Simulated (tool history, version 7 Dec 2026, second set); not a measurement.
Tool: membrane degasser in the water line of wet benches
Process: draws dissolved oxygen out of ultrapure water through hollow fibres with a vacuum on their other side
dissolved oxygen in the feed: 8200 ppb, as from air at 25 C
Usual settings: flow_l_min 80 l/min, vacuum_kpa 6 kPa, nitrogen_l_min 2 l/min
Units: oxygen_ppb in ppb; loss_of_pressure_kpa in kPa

| run | day | flow_l_min | vacuum_kpa | nitrogen_l_min | oxygen_ppb | loss_of_pressure_kpa |
|---|---|---|---|---|---|---|
| 1 | 0 | 80 | 6 | 2 | 230.9 | 29.01 |
| 2 | 2.346 | 80 | 13.73 | 2 | 777 | 29.23 |
| 3 | 4.204 | 80 | 13.73 | 2 | 788.4 | 28.85 |
| 4 | 7.288 | 80 | 13.73 | 2 | 789.4 | 28.9 |
| 5 | 9.375 | 80 | 6 | 2 | 225.7 | 29.01 |
| 6 | 11.021 | 80 | 6 | 2 | 226 | 29.04 |
| 7 | 12.792 | 80 | 6 | 2 | 231.5 | 28.9 |
| 8 | 15.192 | 80 | 6 | 2 | 226.9 | 28.96 |
| 9 | 18.433 | 80 | 6 | 2.51 | 190.5 | 28.97 |
| 10 | 20.275 | 80 | 6 | 2.51 | 191.2 | 29 |
| 11 | 23.325 | 80 | 7.17 | 2.51 | 265.4 | 29.05 |
| 12 | 26.554 | 80 | 8.83 | 2 | 443.8 | 29 |
| 13 | 29.592 | 80 | 8.83 | 2 | 430.7 | 28.97 |
| 14 | 32.971 | 80 | 6 | 2.94 | 170 | 29.39 |
| 15 | 36.154 | 80 | 6 | 2.94 | 173.1 | 29.15 |
| 16 | 39.233 | 80 | 6 | 2 | 233.3 | 29.49 |
|  | 39.542 | vacuum gauge calibrated |
| 17 | 42.517 | 80 | 6 | 2 | 232.9 | 29.16 |
| 18 | 45.25 | 80 | 6 | 2 | 230.3 | 29.08 |
| 19 | 47.796 | 80 | 6 | 2 | 231.9 | 29.16 |
| 20 | 49.733 | 89 | 3.93 | 4.79 | 43.2 | 32.44 |
|  | 50.542 | vacuum gauge calibrated, once more |
| 21 | 53.246 | 80 | 11.6 | 3.52 | 399.6 | 29.47 |
| 22 | 54.754 | 80 | 4.93 | 1.14 | 215.9 | 29.1 |
| 23 | 57.638 | 80 | 4.93 | 1.14 | 216.2 | 29.18 |
| 24 | 61.162 | 74 | 6 | 2 | 209.3 | 26.94 |
| 25 | 63.212 | 92 | 9.25 | 2.45 | 449.9 | 33.68 |
| 26 | 65.971 | 92 | 9.25 | 2.45 | 449.6 | 33.96 |
| 27 | 67.708 | 92 | 6 | 3.58 | 163.9 | 33.75 |
| 28 | 69.267 | 92 | 7.35 | 3.58 | 239.1 | 33.71 |
| 29 | 72.842 | 92 | 14.71 | 5.68 | 419.6 | 33.62 |
| 30 | 75.504 | 61 | 8.06 | 1.51 | 385.2 | 22.32 |
| 31 | 78.354 | 61 | 8.06 | 1.51 | 384.4 | 22.43 |
| 32 | 81.267 | 78 | 13.32 | 1.13 | 1121.2 | 28.7 |
| 33 | 83.4 | 106 | 6.48 | 1.56 | 401.9 | 39.15 |

3 ways to go on from here, each from the tool as it stands after run 33. What would each give?
| A | 85.392 | 106 | 11.46 | 1.56 | ? | ? |
| B | 85.392 | 113 | 5.92 | 2.01 | ? | ? |
| C | 85.392 | 80 | 6 | 2.12 | ? | ? |

| run | oxygen_ppb | loss_of_pressure_kpa |
|---|---|---|
| A | 933.8 | 38.96 |
| B | 308.3 | 41.43 |
| C | 217.6 | 29.26 |
Without the tool's hidden state the same runs would have given:
| run | oxygen_ppb | loss_of_pressure_kpa |
|---|---|---|
| A | 926.6 | 38.1 |
| B | 299.7 | 40.52 |
| C | 212.7 | 28.61 |

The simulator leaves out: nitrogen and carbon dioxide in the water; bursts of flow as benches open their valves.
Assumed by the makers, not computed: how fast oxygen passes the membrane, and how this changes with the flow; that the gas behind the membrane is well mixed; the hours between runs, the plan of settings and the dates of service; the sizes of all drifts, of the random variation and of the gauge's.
